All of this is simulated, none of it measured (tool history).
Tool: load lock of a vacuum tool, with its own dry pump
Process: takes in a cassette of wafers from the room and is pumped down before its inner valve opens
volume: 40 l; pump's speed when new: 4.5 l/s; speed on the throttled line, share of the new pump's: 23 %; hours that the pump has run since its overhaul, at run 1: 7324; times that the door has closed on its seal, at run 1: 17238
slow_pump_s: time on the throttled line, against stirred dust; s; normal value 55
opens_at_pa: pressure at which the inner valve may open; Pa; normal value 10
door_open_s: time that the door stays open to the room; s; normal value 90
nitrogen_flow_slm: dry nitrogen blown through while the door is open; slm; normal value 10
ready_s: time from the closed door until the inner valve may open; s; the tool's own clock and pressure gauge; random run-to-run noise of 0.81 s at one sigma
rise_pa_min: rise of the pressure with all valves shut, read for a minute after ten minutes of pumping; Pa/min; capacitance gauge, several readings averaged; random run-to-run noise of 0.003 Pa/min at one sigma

| run | hour | slow_pump_s | opens_at_pa | door_open_s | nitrogen_flow_slm | hours that the pump has run since its overhaul | times that the door has closed on its seal | incoming humidity of the room's air, % | ready_s | rise_pa_min |
|---|---|---|---|---|---|---|---|---|---|---|
| 1 | 0.0 | 55 | 10 | 90 | 10 | 7324 | 17238 | 44.1 | 133.1 | 0.095 |
| 2 | 289.7 | 55 | 10 | 90 | 10 | 7614 | 17919 | 43.8 | 131.8 | 0.097 |
| 3 | 560.1 | 55 | 10 | 90 | 10 | 7884 | 18556 | 49.3 | 134.3 | 0.107 |
| 4 | 995.0 | 55 | 10 | 90 | 10 | 8319 | 19579 | 44.0 | 131.5 | 0.104 |
| 5 | 1306.8 | 55 | 10 | 90 | 10 | 8631 | 20313 | 48.0 | 135.4 | 0.115 |
| 6 | 1694.4 | 55 | 10 | 90 | 10 | 9018 | 21225 | 47.8 | 133.6 | 0.112 |
| 7 | 2228.3 | 55 | 10 | 90 | 10 | 9552 | 22482 | 50.3 | 134.6 | 0.125 |
| 8 | 2601.6 | 55 | 10 | 90 | 9 | 9926 | 23360 | 45.0 | 135.0 | 0.126 |
| 9 | 3154.8 | 55 | 10 | 90 | 9 | 10479 | 24662 | 45.9 | 134.8 | 0.134 |
| 10 | 3646.3 | 55 | 10 | 90 | 9 | 10970 | 25819 | 41.1 | 134.7 | 0.129 |
| 11 | 4145.1 | 55 | 10 | 90 | 9 | 11469 | 26993 | 47.4 | 135.4 | 0.144 |
| 12 | 4535.1 | 55 | 10 | 90 | 9 | 11859 | 27911 | 43.4 | 135.2 | 0.142 |
| 13 | 4862.6 | 55 | 10 | 90 | 9 | 12187 | 28682 | 46.4 | 136.5 | 0.152 |
| 14 | 5136.0 | 55 | 10 | 90 | 9 | 12460 | 29325 | 43.3 | 135.0 | 0.160 |
| 15 | 5531.6 | 55 | 10 | 90 | 9 | 12856 | 30256 | 42.5 | 138.1 | 0.156 |
| 16 | 5991.6 | 55 | 10 | 90 | 9 | 13316 | 31339 | 44.1 | 138.4 | 0.161 |
| 17 | 6562.7 | 55 | 10 | 90 | 9 | 13887 | 32683 | 39.7 | 139.5 | 0.167 |
| 18 | 6928.7 | 55 | 10 | 90 | 9 | 14253 | 33544 | 42.5 | 140.8 | 0.175 |
| 19 | 7304.6 | 55 | 10 | 90 | 9 | 14629 | 34429 | 41.9 | 139.6 | 0.185 |
| 20 | 7771.1 | 55 | 10 | 90 | 9 | 15095 | 35527 | 45.1 | 141.1 | 0.189 |
| 21 | 8306.2 | 55 | 10 | 90 | 9 | 15630 | 36786 | 42.8 | 139.4 | 0.205 |
| 22 | 8629.8 | 55 | 10 | 90 | 9 | 15954 | 37548 | 40.9 | 140.9 | 0.202 |
| 23 | 9201.9 | 55 | 10 | 90 | 9 | 16526 | 38895 | 42.9 | 140.9 | 0.208 |
| 24 | 9718.4 | 39 | 10 | 90 | 15 | 17042 | 40110 | 42.1 | 131.8 | 0.208 |
|  | 9873.9 | dry pump taken out, an overhauled one fitted |
| 25 | 10237.2 | 67 | 9 | 44 | 23 | 363 | 41317 | 41.2 | 137.5 | 0.198 |
| 26 | 10699.9 | 40 | 9 | 36 | 42 | 826 | 42406 | 46.2 | 115.5 | 0.204 |
| 27 | 11261.2 | 40 | 9 | 36 | 42 | 1387 | 43727 | 43.4 | 117.8 | 0.216 |
| 28 | 11649.8 | 55 | 10 | 30 | 10 | 1776 | 44641 | 40.9 | 127.0 | 0.229 |
| 29 | 12149.5 | 55 | 10 | 30 | 10 | 2276 | 45818 | 44.4 | 127.3 | 0.235 |
| 30 | 12710.7 | 67 | 10 | 30 | 41 | 2837 | 47138 | 44.3 | 137.8 | 0.243 |
| 31 | 13273.6 | 67 | 10 | 30 | 41 | 3400 | 48463 | 43.2 | 135.8 | 0.254 |
| 32 | 13736.2 | 67 | 10 | 30 | 41 | 3862 | 49552 | 42.5 | 136.7 | 0.256 |
| 33 | 14112.1 | 54 | 16 | 100 | 5 | 4238 | 50437 | 45.2 | 123.5 | 0.312 |
| 34 | 14553.2 | 36 | 16 | 100 | 5 | 4679 | 51475 | 47.1 | 108.8 | 0.321 |
| 35 | 15094.4 | 54 | 10 | 146 | 10 | 5220 | 52748 | 46.5 | 129.2 | 0.341 |
| 36 | 15669.4 | 54 | 10 | 146 | 10 | 5796 | 54102 | 47.7 | 129.2 | 0.357 |

Here are 3 independent what-if runs from the current tool condition. What would each one return?
| A | 16102.9 | 55 | 10 | 148 | 10 | 6229 | 55122 | 44.9 | ? | ? |
| B | 16102.9 | 42 | 17 | 90 | 5 | 6229 | 55122 | 41.7 | ? | ? |
| C | 16102.9 | 86 | 11 | 75 | 10 | 6229 | 55122 | 45.4 | ? | ? |

| run | ready_s | rise_pa_min |
|---|---|---|
| A | 130.0 | 0.370 |
| B | 115.1 | 0.348 |
| C | 153.1 | 0.339 |
With no hidden state in the tool, these same runs would have given:
| run | ready_s | rise_pa_min |
|---|---|---|
| A | 125.0 | 0.069 |
| B | 110.3 | 0.046 |
| C | 148.5 | 0.038 |

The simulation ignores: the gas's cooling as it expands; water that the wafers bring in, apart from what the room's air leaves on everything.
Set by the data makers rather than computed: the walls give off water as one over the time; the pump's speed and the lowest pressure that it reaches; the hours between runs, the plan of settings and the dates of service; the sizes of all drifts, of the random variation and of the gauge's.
